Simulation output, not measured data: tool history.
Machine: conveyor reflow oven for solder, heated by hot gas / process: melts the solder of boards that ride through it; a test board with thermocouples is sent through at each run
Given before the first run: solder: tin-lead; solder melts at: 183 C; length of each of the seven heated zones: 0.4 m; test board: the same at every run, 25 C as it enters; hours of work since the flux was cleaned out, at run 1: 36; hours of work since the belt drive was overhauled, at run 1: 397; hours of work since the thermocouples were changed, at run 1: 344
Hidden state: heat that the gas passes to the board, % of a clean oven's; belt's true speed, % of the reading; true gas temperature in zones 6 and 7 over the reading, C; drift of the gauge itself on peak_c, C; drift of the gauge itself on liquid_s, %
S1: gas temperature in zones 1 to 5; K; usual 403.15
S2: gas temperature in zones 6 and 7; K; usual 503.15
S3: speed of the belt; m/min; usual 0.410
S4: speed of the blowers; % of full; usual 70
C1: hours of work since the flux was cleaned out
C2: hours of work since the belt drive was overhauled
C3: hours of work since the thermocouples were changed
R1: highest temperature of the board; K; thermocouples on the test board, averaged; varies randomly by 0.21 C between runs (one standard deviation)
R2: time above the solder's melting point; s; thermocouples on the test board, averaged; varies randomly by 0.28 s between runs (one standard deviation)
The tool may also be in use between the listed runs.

run	hour	S1	S2	S3	S4	C1	C2	C3	R1	R2
1	0.0	403.15	503.15	0.410	70	36	397	344	490.55	86.6
2	12.4	403.15	503.15	0.410	70	44	405	351	490.25	86.7
3	19.8	403.15	503.15	0.410	70	48	409	356	490.35	87.0
4	30.7	403.15	503.15	0.410	70	55	416	362	490.25	86.3
5	38.8	403.15	503.15	0.410	70	60	421	367	490.55	86.2
6	52.7	403.15	503.15	0.410	70	68	429	376	490.15	86.3
7	66.4	403.15	503.15	0.410	69	77	438	384	490.15	85.6
8	78.6	403.15	503.15	0.410	70	84	445	392	490.25	86.0
9	85.7	403.15	503.15	0.410	70	88	450	396	490.65	86.5
10	93.2	403.15	512.15	0.410	70	93	454	400	498.85	94.4
11	100.5	403.15	512.15	0.410	70	97	459	405	498.65	94.6
12	107.7	403.15	512.15	0.410	70	102	463	409	498.45	95.0
13	120.1	403.15	512.15	0.410	70	109	470	417	498.35	94.3
14	129.9	403.15	512.15	0.410	70	115	476	423	498.15	95.2
15	139.7	403.15	512.15	0.410	70	121	482	429	497.95	94.5
16	152.1	403.15	491.15	0.410	57	129	490	436	476.35	65.2
17	161.6	388.15	517.15	0.410	57	135	496	442	497.65	86.5
18	170.4	388.15	503.15	0.410	70	140	501	447	487.95	76.7
19	180.5	403.15	503.15	0.479	54	146	507	454	480.55	59.0
20	189.1	396.15	515.15	0.464	70	151	512	459	495.55	77.6
21	195.8	402.15	506.15	0.405	70	155	517	463	492.85	90.1
22	205.6	403.15	503.15	0.362	87	161	523	469	495.65	107.0
23	215.7	403.15	518.15	0.455	78	168	529	475	501.65	87.4
24	224.7	403.15	518.15	0.455	78	173	534	481	501.85	87.7
25	235.4	403.15	492.15	0.455	78	180	541	487	478.55	62.7
26	243.9	389.15	509.15	0.390	84	185	546	492	497.65	93.9
27	254.2	403.15	503.15	0.393	70	191	552	499	491.05	91.4
28	265.5	403.15	503.15	0.393	70	198	559	505	491.05	90.9
29	277.7	403.15	503.15	0.393	70	205	566	513	490.75	91.4
30	287.5	398.15	505.15	0.410	70	211	572	519	490.65	84.3

Each row is a separate what-if for the run after 30, all from the same tool condition, not one after another. Results?
A	299.2	397.15	505.15	0.410	70	218	580	526	?	?
B	299.2	403.15	503.15	0.410	55	218	580	526	?	?
C	299.2	397.15	495.15	0.410	61	218	580	526	?	?
D	299.2	403.15	503.15	0.410	53	218	580	526	?	?
E	299.2	403.15	513.15	0.410	70	218	580	526	?	?

run	R1	R2
A	490.35	83.8
B	486.15	79.7
C	479.75	67.8
D	485.45	78.6
E	498.75	95.5
The same runs, with their run-to-run variation unchanged, on a tool lacking any hidden condition would have given:
run	R1	R2
A	491.25	84.0
B	486.85	79.6
C	480.45	68.5
D	486.05	78.6
E	499.65	95.1

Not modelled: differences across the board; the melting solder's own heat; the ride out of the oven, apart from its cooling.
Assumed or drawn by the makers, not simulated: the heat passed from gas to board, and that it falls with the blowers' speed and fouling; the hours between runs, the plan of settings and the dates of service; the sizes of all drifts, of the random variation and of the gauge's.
